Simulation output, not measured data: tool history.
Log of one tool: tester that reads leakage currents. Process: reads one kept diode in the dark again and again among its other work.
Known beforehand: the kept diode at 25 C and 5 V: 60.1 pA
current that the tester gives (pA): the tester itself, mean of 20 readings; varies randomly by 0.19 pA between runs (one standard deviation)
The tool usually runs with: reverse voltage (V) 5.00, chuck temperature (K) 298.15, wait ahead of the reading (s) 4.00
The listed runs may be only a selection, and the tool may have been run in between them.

| run | day | reverse voltage (V) | chuck temperature (K) | wait ahead of the reading (s) | current that the tester gives (pA) |
|---|---|---|---|---|---|
| 1 | 0.000 | 5.00 | 298.15 | 4.00 | 64.81 |
| 2 | 1.233 | 5.00 | 298.15 | 4.00 | 65.49 |
| 3 | 2.429 | 5.00 | 298.15 | 4.00 | 65.43 |
| 4 | 3.771 | 5.00 | 298.15 | 4.00 | 65.67 |
| 5 | 4.667 | 8.36 | 298.15 | 4.00 | 85.22 |
| 6 | 5.288 | 5.00 | 298.15 | 4.00 | 65.81 |
| 7 | 5.971 | 5.00 | 304.15 | 4.00 | 101.81 |
| 8 | 6.604 | 5.00 | 298.15 | 4.00 | 66.01 |
| 9 | 7.200 | 5.00 | 298.15 | 4.00 | 65.96 |
| 10 | 7.971 | 5.00 | 322.15 | 4.00 | 373.69 |
| 11 | 8.821 | 5.00 | 322.15 | 4.00 | 373.69 |
| 12 | 10.021 | 9.20 | 298.15 | 4.00 | 90.79 |
| 13 | 10.617 | 9.20 | 298.15 | 4.00 | 90.75 |
| 14 | 11.392 | 5.00 | 298.15 | 4.00 | 66.49 |
| 15 | 12.100 | 5.00 | 298.15 | 6.45 | 66.20 |
| 16 | 13.383 | 2.11 | 298.15 | 4.00 | 43.51 |
| 17 | 14.346 | 2.11 | 298.15 | 4.00 | 43.70 |
| 18 | 15.588 | 2.11 | 298.15 | 4.00 | 43.75 |
| 19 | 16.575 | 4.69 | 298.15 | 4.00 | 64.60 |
| 20 | 17.708 | 5.00 | 298.15 | 4.00 | 67.21 |
| 21 | 18.633 | 5.00 | 298.15 | 5.28 | 67.02 |
| 22 | 20.033 | 9.18 | 306.15 | 0.54 | 159.97 |
|  | 20.875 | probe card cleaned and baked |
| 23 | 21.088 | 5.00 | 298.15 | 0.84 | 54.49 |
| 24 | 22.325 | 5.00 | 298.15 | 0.84 | 54.77 |
| 25 | 23.275 | 2.90 | 313.15 | 0.84 | 146.51 |
| 26 | 23.888 | 1.64 | 294.15 | 0.39 | 24.98 |
| 27 | 24.642 | 1.64 | 294.15 | 0.39 | 25.09 |
| 28 | 25.546 | 1.64 | 294.15 | 0.39 | 25.13 |
| 29 | 26.454 | 1.99 | 297.15 | 2.03 | 34.44 |
| 30 | 27.704 | 1.70 | 306.15 | 8.76 | 67.71 |
| 31 | 28.488 | 3.10 | 315.15 | 0.49 | 174.96 |
| 32 | 29.542 | 3.10 | 315.15 | 0.49 | 175.03 |
| 33 | 30.275 | 5.00 | 300.15 | 0.75 | 65.14 |
| 34 | 31.175 | 6.67 | 331.15 | 3.56 | 747.79 |
| 35 | 32.262 | 11.81 | 295.15 | 2.53 | 63.20 |
| 36 | 32.917 | 1.71 | 297.15 | 0.33 | 32.76 |
| 37 | 34.121 | 3.69 | 294.15 | 0.33 | 36.07 |
| 38 | 35.271 | 3.69 | 294.15 | 0.33 | 35.98 |
| 39 | 36.588 | 3.69 | 294.15 | 0.33 | 36.41 |
| 40 | 37.796 | 8.92 | 308.15 | 0.33 | 159.43 |
| 41 | 38.908 | 1.75 | 318.15 | 3.49 | 172.03 |

3 options for the next run, each taken on its own from the tool as it stands now. Forecast them:
| A | 40.050 | 2.30 | 305.15 | 0.50 | ? |
| B | 40.050 | 5.00 | 330.15 | 8.57 | ? |
| C | 40.050 | 5.00 | 298.15 | 8.21 | ? |

| run | current that the tester gives (pA) |
|---|---|
| A | 70.71 |
| B | 617.06 |
| C | 55.50 |
Without the tool's unlogged condition, the same runs would have read:
| run | current that the tester gives (pA) |
|---|---|
| A | 79.08 |
| B | 689.81 |
| C | 59.94 |
